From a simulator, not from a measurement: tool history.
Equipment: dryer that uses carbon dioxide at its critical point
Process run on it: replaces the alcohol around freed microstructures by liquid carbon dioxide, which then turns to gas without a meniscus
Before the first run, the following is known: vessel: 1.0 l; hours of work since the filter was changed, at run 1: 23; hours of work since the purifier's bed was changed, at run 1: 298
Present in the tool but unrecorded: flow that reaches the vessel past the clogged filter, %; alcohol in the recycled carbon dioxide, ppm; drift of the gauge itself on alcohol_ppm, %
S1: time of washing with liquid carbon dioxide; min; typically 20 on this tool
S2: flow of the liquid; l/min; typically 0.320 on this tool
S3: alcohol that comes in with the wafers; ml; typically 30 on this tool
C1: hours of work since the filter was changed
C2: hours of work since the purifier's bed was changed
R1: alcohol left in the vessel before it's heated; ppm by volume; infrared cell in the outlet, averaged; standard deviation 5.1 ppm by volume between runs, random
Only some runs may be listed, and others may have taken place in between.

{"run": 1, "hour": 0.0, "S1": 20, "S2": 0.32, "S3": 30, "C1": 23, "C2": 298, "R1": 143}
{"run": 2, "hour": 53.5, "S1": 20, "S2": 0.322, "S3": 30, "C1": 56, "C2": 331, "R1": 156}
{"run": 3, "hour": 78.2, "S1": 20, "S2": 0.322, "S3": 30, "C1": 71, "C2": 346, "R1": 158}
{"run": 4, "hour": 109.3, "S1": 20, "S2": 0.322, "S3": 30, "C1": 90, "C2": 365, "R1": 160}
{"run": 5, "hour": 150.4, "S1": 20, "S2": 0.322, "S3": 30, "C1": 115, "C2": 390, "R1": 179}
{"run": 6, "hour": 179.9, "S1": 20, "S2": 0.322, "S3": 30, "C1": 133, "C2": 408, "R1": 180}
{"run": 7, "hour": 233.3, "S1": 20, "S2": 0.322, "S3": 30, "C1": 166, "C2": 441, "R1": 208}
{"run": 8, "hour": 291.5, "S1": 20, "S2": 0.322, "S3": 30, "C1": 202, "C2": 477, "R1": 204}
{"run": 9, "hour": 324.8, "S1": 20, "S2": 0.322, "S3": 30, "C1": 222, "C2": 497, "R1": 221}
{"run": 10, "hour": 378.1, "S1": 20, "S2": 0.322, "S3": 30, "C1": 255, "C2": 530, "R1": 231}
{"run": 11, "hour": 422.0, "S1": 20, "S2": 0.32, "S3": 79, "C1": 281, "C2": 556, "R1": 397}
{"run": 12, "hour": 468.2, "S1": 21, "S2": 0.32, "S3": 30, "C1": 310, "C2": 585, "R1": 243}
{"run": 13, "hour": 497.3, "S1": 21, "S2": 0.32, "S3": 30, "C1": 327, "C2": 602, "R1": 245}
{"run": 14, "hour": 554.1, "S1": 21, "S2": 0.32, "S3": 30, "C1": 362, "C2": 637, "R1": 266}
{"run": 15, "hour": 601.8, "S1": 13, "S2": 0.32, "S3": 30, "C1": 391, "C2": 666, "R1": 957}
{"run": 16, "hour": 640.2, "S1": 12, "S2": 0.32, "S3": 30, "C1": 415, "C2": 690, "R1": 1243}
{"run": 17, "hour": 682.7, "S1": 12, "S2": 0.32, "S3": 30, "C1": 441, "C2": 716, "R1": 1286}
{"run": 18, "hour": 713.1, "S1": 12, "S2": 0.32, "S3": 30, "C1": 459, "C2": 734, "R1": 1323}
{"run": 19, "hour": 761.5, "S1": 20, "S2": 0.32, "S3": 30, "C1": 489, "C2": 764, "R1": 357}
{"run": 20, "hour": 791.7, "S1": 24, "S2": 0.32, "S3": 38, "C1": 508, "C2": 782, "R1": 277}
{"hour": 809.8, "done": "inlet filter changed"}
{"run": 21, "hour": 848.8, "S1": 24, "S2": 0.32, "S3": 38, "C1": 24, "C2": 817, "R1": 249}
{"run": 22, "hour": 890.2, "S1": 13, "S2": 0.247, "S3": 24, "C1": 49, "C2": 842, "R1": 1279}
{"run": 23, "hour": 947.9, "S1": 20, "S2": 0.49, "S3": 30, "C1": 84, "C2": 877, "R1": 264}
{"run": 24, "hour": 972.9, "S1": 20, "S2": 0.396, "S3": 21, "C1": 100, "C2": 893, "R1": 263}
{"hour": 987.2, "done": "purifier's bed changed"}
{"run": 25, "hour": 1000.0, "S1": 20, "S2": 0.396, "S3": 21, "C1": 115, "C2": 8, "R1": 25}
{"run": 26, "hour": 1031.9, "S1": 22, "S2": 0.396, "S3": 21, "C1": 134, "C2": 27, "R1": 22}
{"run": 27, "hour": 1067.2, "S1": 20, "S2": 0.32, "S3": 39, "C1": 156, "C2": 49, "R1": 116}
{"run": 28, "hour": 1093.1, "S1": 20, "S2": 0.32, "S3": 39, "C1": 171, "C2": 65, "R1": 116}
{"run": 29, "hour": 1134.6, "S1": 19, "S2": 0.491, "S3": 39, "C1": 197, "C2": 90, "R1": 32}
{"run": 30, "hour": 1175.3, "S1": 19, "S2": 0.491, "S3": 39, "C1": 222, "C2": 115, "R1": 48}
{"run": 31, "hour": 1229.1, "S1": 19, "S2": 0.491, "S3": 39, "C1": 255, "C2": 148, "R1": 59}
{"run": 32, "hour": 1266.8, "S1": 20, "S2": 0.231, "S3": 69, "C1": 278, "C2": 171, "R1": 1097}
{"run": 33, "hour": 1316.2, "S1": 17, "S2": 0.242, "S3": 54, "C1": 308, "C2": 201, "R1": 1370}
{"run": 34, "hour": 1356.3, "S1": 17, "S2": 0.242, "S3": 54, "C1": 332, "C2": 226, "R1": 1454}
{"run": 35, "hour": 1392.5, "S1": 17, "S2": 0.242, "S3": 54, "C1": 355, "C2": 248, "R1": 1457}
{"run": 36, "hour": 1432.7, "S1": 17, "S2": 0.242, "S3": 54, "C1": 379, "C2": 272, "R1": 1498}
{"run": 37, "hour": 1476.7, "S1": 17, "S2": 0.242, "S3": 54, "C1": 406, "C2": 299, "R1": 1599}

How the hidden state differs across the entries between the runs, from the last listed run before each to the first after it:
After run 20, before run 21: inlet filter changed (hour 809.8)
  flow that reaches the vessel past the clogged filter, %: 85.6 -> 99; alcohol in the recycled carbon dioxide, ppm: 229.6 -> 239.5
  what was measured, less what the result would be without the hidden state, R1: +255 -> +235 ppm by volume
After run 24, before run 25: purifier's bed changed (hour 987.2)
  flow that reaches the vessel past the clogged filter, %: 96.9 -> 96.5; alcohol in the recycled carbon dioxide, ppm: 261 -> 8
  what was measured, less what the result would be without the hidden state, R1: +260 -> +6 ppm by volume
